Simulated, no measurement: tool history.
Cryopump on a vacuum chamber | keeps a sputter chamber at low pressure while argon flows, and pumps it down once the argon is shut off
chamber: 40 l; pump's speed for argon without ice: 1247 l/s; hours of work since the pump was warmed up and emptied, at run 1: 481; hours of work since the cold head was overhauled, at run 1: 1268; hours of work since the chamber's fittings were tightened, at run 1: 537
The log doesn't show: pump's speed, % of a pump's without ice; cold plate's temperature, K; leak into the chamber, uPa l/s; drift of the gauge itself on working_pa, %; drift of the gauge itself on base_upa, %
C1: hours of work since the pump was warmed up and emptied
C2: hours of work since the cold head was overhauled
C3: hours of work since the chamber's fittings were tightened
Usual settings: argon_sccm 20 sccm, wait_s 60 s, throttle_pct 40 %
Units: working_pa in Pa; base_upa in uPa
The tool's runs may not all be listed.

run 1 hour=0.0 | argon_sccm=20 wait_s=60 throttle_pct=40 | C1=481 C2=1268 C3=537 | working_pa=0.0715 base_upa=2.58
run 2 hour=45.6 | argon_sccm=20 wait_s=60 throttle_pct=40 | C1=514 C2=1300 C3=569 | working_pa=0.0718 base_upa=2.64
run 3 hour=93.4 | argon_sccm=20 wait_s=60 throttle_pct=40 | C1=547 C2=1334 C3=602 | working_pa=0.0726 base_upa=2.75
run 4 hour=120.8 | argon_sccm=20 wait_s=60 throttle_pct=43 | C1=566 C2=1353 C3=621 | working_pa=0.0674 base_upa=2.68
run 5 hour=168.3 | argon_sccm=20 wait_s=60 throttle_pct=43 | C1=600 C2=1386 C3=655 | working_pa=0.0675 base_upa=2.79
run 6 hour=219.6 | argon_sccm=20 wait_s=60 throttle_pct=43 | C1=636 C2=1422 C3=691 | working_pa=0.0676 base_upa=2.76
run 7 hour=246.4 | argon_sccm=20 wait_s=60 throttle_pct=43 | C1=654 C2=1441 C3=710 | working_pa=0.0678 base_upa=2.76
run 8 hour=298.5 | argon_sccm=20 wait_s=60 throttle_pct=43 | C1=691 C2=1477 C3=746 | working_pa=0.0685 base_upa=2.82
run 9 hour=348.3 | argon_sccm=20 wait_s=60 throttle_pct=43 | C1=726 C2=1512 C3=781 | working_pa=0.0682 base_upa=2.80
run 10 hour=386.0 | argon_sccm=20 wait_s=126 throttle_pct=40 | C1=752 C2=1539 C3=808 | working_pa=0.0732 base_upa=1.96
-- hour=396.5 pump warmed up, emptied and cooled again
run 11 hour=444.7 | argon_sccm=24 wait_s=265 throttle_pct=32 | C1=34 C2=1577 C3=845 | working_pa=0.1036 base_upa=1.31
run 12 hour=494.7 | argon_sccm=24 wait_s=265 throttle_pct=32 | C1=69 C2=1612 C3=880 | working_pa=0.1036 base_upa=1.39
run 13 hour=539.4 | argon_sccm=20 wait_s=60 throttle_pct=41 | C1=100 C2=1643 C3=912 | working_pa=0.0665 base_upa=2.87
run 14 hour=591.8 | argon_sccm=20 wait_s=60 throttle_pct=41 | C1=137 C2=1680 C3=948 | working_pa=0.0677 base_upa=2.86
run 15 hour=646.9 | argon_sccm=14 wait_s=60 throttle_pct=32 | C1=176 C2=1718 C3=987 | working_pa=0.0609 base_upa=2.84
run 16 hour=689.6 | argon_sccm=14 wait_s=73 throttle_pct=31 | C1=206 C2=1748 C3=1017 | working_pa=0.0622 base_upa=2.58
run 17 hour=731.8 | argon_sccm=10 wait_s=73 throttle_pct=58 | C1=235 C2=1778 C3=1047 | working_pa=0.0244 base_upa=2.58
run 18 hour=772.3 | argon_sccm=10 wait_s=73 throttle_pct=58 | C1=264 C2=1806 C3=1075 | working_pa=0.0246 base_upa=2.59
run 19 hour=805.1 | argon_sccm=9 wait_s=73 throttle_pct=58 | C1=287 C2=1829 C3=1098 | working_pa=0.0228 base_upa=2.67

Forecast each of these 4 alternatives for the next run:
run A hour=850.5 | argon_sccm=11 wait_s=31 throttle_pct=45 | C1=319 C2=1861 C3=1130 | working_pa=? base_upa=?
run B hour=850.5 | argon_sccm=23 wait_s=32 throttle_pct=58 | C1=319 C2=1861 C3=1130 | working_pa=? base_upa=?
run C hour=850.5 | argon_sccm=17 wait_s=286 throttle_pct=36 | C1=319 C2=1861 C3=1130 | working_pa=? base_upa=?
run D hour=850.5 | argon_sccm=20 wait_s=60 throttle_pct=30 | C1=319 C2=1861 C3=1130 | working_pa=? base_upa=?

run=A working_pa=0.0347 base_upa=4.71
run=B working_pa=0.0571 base_upa=4.72
run=C working_pa=0.0663 base_upa=1.56
run=D working_pa=0.0926 base_upa=3.10
Without the tool's hidden state the same runs would have given:
run=A working_pa=0.0333 base_upa=3.76
run=B working_pa=0.0541 base_upa=3.75
run=C working_pa=0.0642 base_upa=0.61
run=D working_pa=0.0901 base_upa=2.13
